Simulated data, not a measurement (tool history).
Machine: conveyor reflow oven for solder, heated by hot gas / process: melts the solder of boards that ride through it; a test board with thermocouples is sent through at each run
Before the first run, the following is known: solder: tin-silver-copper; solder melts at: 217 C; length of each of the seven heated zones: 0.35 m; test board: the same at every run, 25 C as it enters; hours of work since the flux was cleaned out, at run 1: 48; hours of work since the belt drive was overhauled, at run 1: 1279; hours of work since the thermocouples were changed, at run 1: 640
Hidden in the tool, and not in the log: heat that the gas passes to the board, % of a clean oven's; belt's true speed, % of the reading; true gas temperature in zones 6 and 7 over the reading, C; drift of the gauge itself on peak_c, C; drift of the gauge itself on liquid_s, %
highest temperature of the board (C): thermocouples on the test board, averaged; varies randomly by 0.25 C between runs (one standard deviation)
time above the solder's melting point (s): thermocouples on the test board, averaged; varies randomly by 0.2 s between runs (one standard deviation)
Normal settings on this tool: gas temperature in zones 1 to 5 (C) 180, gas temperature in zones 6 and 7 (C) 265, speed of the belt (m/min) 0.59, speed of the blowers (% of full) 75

run	hour	gas temperature in zones 1 to 5 (C)	gas temperature in zones 6 and 7 (C)	speed of the belt (m/min)	speed of the blowers (% of full)	hours of work since the flux was cleaned out	hours of work since the belt drive was overhauled	hours of work since the thermocouples were changed	highest temperature of the board (C)	time above the solder's melting point (s)
1	0	180	265	0.59	75	48	1279	640	248.6	54.2
2	42.6	180	265	0.59	75	70	1301	662	248.3	54.4
3	83	180	265	0.59	75	91	1322	683	247.8	53.8
4	131.6	180	265	0.59	75	116	1347	709	247.5	53.9
5	177.8	183	265	0.59	75	140	1371	732	247.8	54.9
6	224.8	180	263	0.59	75	165	1395	757	245.6	52
7	272.1	180	263	0.697	75	189	1419	781	240.1	37.9
8	321.5	180	265	0.59	75	215	1445	807	246.6	52.9
# hour 362.2: belt drive overhauled, speed set with a stopwatch
9	383.2	180	265	0.59	75	245	11	837	246.6	53.3
10	432.3	180	265	0.59	75	270	36	862	246.3	53.5
# hour 466.4: belt drive overhauled, speed set with a stopwatch, once more
11	489.1	180	265	0.59	75	297	12	889	244.6	49.1
12	518.2	180	265	0.562	75	312	27	904	246	53.2
13	563.2	180	265	0.59	50	336	50	928	239.8	42.8
14	596.8	180	265	0.59	67	353	68	945	242.8	47.1
# hour 634.3: flux residue cleaned out of gas plates and filters
15	635.7	194	265	0.59	75	1	85	963	249.3	59.8
16	677.8	180	265	0.59	78	23	107	985	247.2	51.9
17	705.7	194	264	0.59	75	37	121	999	248	58.9
18	756.3	194	274	0.59	75	63	147	1025	256.2	63.5
19	781.9	180	262	0.594	57	76	161	1038	240.4	44.7
20	810	173	265	0.512	75	91	175	1053	248.3	59.6
# hour 817.5: thermocouples of zones 6 and 7 changed
21	857.3	174	265	0.579	75	114	199	21	249.2	52.4
22	889.6	177	258	0.5	60	131	215	37	245.5	59.4
23	952.6	180	265	0.627	75	164	248	70	247.1	48.4

Forecast run 24:
24	995.8	180	265	0.59	75	186	270	92	?	?

Run 24 yielded highest temperature of the board (C) 249.5, time above the solder's melting point (s) 53.5.
Take away the tool's hidden state, keep the run-to-run variation as it was, and the same run would have given highest temperature of the board (C) 250.4, time above the solder's melting point (s) 54.
